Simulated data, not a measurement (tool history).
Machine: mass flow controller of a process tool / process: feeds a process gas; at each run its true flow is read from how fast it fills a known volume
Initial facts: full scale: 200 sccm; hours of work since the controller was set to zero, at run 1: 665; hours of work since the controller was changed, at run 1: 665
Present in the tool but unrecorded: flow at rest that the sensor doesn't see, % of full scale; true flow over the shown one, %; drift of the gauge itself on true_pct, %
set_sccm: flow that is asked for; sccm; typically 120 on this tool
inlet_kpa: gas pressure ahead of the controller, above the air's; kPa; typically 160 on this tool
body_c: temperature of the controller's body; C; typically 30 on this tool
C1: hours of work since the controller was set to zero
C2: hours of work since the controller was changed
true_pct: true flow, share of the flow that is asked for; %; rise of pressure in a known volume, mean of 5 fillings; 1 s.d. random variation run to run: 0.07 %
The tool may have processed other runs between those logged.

run 1 day=0 | set_sccm=120 inlet_kpa=160 body_c=30 | C1=665 C2=665 | true_pct=99.03
run 2 day=4.375 | set_sccm=120 inlet_kpa=274 body_c=30 | C1=713 C2=713 | true_pct=98.13
run 3 day=9.3 | set_sccm=120 inlet_kpa=160 body_c=30 | C1=766 C2=766 | true_pct=99.01
run 4 day=14.062 | set_sccm=120 inlet_kpa=160 body_c=30 | C1=818 C2=818 | true_pct=98.99
run 5 day=17.029 | set_sccm=120 inlet_kpa=160 body_c=30 | C1=850 C2=850 | true_pct=98.97
run 6 day=19.604 | set_sccm=120 inlet_kpa=160 body_c=30 | C1=878 C2=878 | true_pct=98.96
run 7 day=21.946 | set_sccm=120 inlet_kpa=160 body_c=30 | C1=903 C2=903 | true_pct=98.91
run 8 day=26.071 | set_sccm=120 inlet_kpa=160 body_c=30 | C1=948 C2=948 | true_pct=99.02
run 9 day=28.175 | set_sccm=120 inlet_kpa=160 body_c=30 | C1=971 C2=971 | true_pct=98.76
run 10 day=30.771 | set_sccm=120 inlet_kpa=160 body_c=30 | C1=999 C2=999 | true_pct=98.82
run 11 day=33.971 | set_sccm=120 inlet_kpa=160 body_c=30 | C1=1034 C2=1034 | true_pct=99.04
run 12 day=36.721 | set_sccm=120 inlet_kpa=160 body_c=40 | C1=1064 C2=1064 | true_pct=98.54
run 13 day=41.679 | set_sccm=120 inlet_kpa=160 body_c=40 | C1=1117 C2=1117 | true_pct=98.72
run 14 day=45.85 | set_sccm=120 inlet_kpa=225 body_c=30 | C1=1163 C2=1163 | true_pct=98.55
run 15 day=50.012 | set_sccm=120 inlet_kpa=272 body_c=34 | C1=1208 C2=1208 | true_pct=97.93
run 16 day=52.283 | set_sccm=120 inlet_kpa=238 body_c=30 | C1=1232 C2=1232 | true_pct=98.44
run 17 day=55.729 | set_sccm=169 inlet_kpa=160 body_c=29 | C1=1270 C2=1270 | true_pct=99.62
run 18 day=59.312 | set_sccm=169 inlet_kpa=160 body_c=29 | C1=1309 C2=1309 | true_pct=99.45
run 19 day=61.467 | set_sccm=33 inlet_kpa=233 body_c=38 | C1=1332 C2=1332 | true_pct=98.04
run 20 day=64.488 | set_sccm=33 inlet_kpa=233 body_c=38 | C1=1365 C2=1365 | true_pct=98.07
run 21 day=66.992 | set_sccm=27 inlet_kpa=158 body_c=34 | C1=1392 C2=1392 | true_pct=99.1
run 22 day=71.25 | set_sccm=31 inlet_kpa=235 body_c=23 | C1=1438 C2=1438 | true_pct=98.7
run 23 day=76.167 | set_sccm=79 inlet_kpa=217 body_c=36 | C1=1491 C2=1491 | true_pct=97.94
run 24 day=78.771 | set_sccm=79 inlet_kpa=248 body_c=36 | C1=1520 C2=1520 | true_pct=97.78
run 25 day=81.396 | set_sccm=79 inlet_kpa=248 body_c=36 | C1=1548 C2=1548 | true_pct=97.71
run 26 day=84.558 | set_sccm=79 inlet_kpa=248 body_c=36 | C1=1582 C2=1582 | true_pct=97.71
run 27 day=89.083 | set_sccm=60 inlet_kpa=248 body_c=36 | C1=1631 C2=1631 | true_pct=97.83
run 28 day=91.462 | set_sccm=120 inlet_kpa=160 body_c=27 | C1=1657 C2=1657 | true_pct=99.19

Forecast each of these 4 alternatives for the next run:
run A day=94.088 | set_sccm=34 inlet_kpa=223 body_c=29 | C1=1686 C2=1686 | true_pct=?
run B day=94.088 | set_sccm=120 inlet_kpa=160 body_c=21 | C1=1686 C2=1686 | true_pct=?
run C day=94.088 | set_sccm=57 inlet_kpa=252 body_c=37 | C1=1686 C2=1686 | true_pct=?
run D day=94.088 | set_sccm=120 inlet_kpa=158 body_c=31 | C1=1686 C2=1686 | true_pct=?

run=A true_pct=98.62
run=B true_pct=99.22
run=C true_pct=97.75
run=D true_pct=98.99
The same runs, with their run-to-run variation unchanged, on a tool lacking any hidden condition would have given:
run=A true_pct=97.4
run=B true_pct=99.32
run=C true_pct=97.27
run=D true_pct=99.09
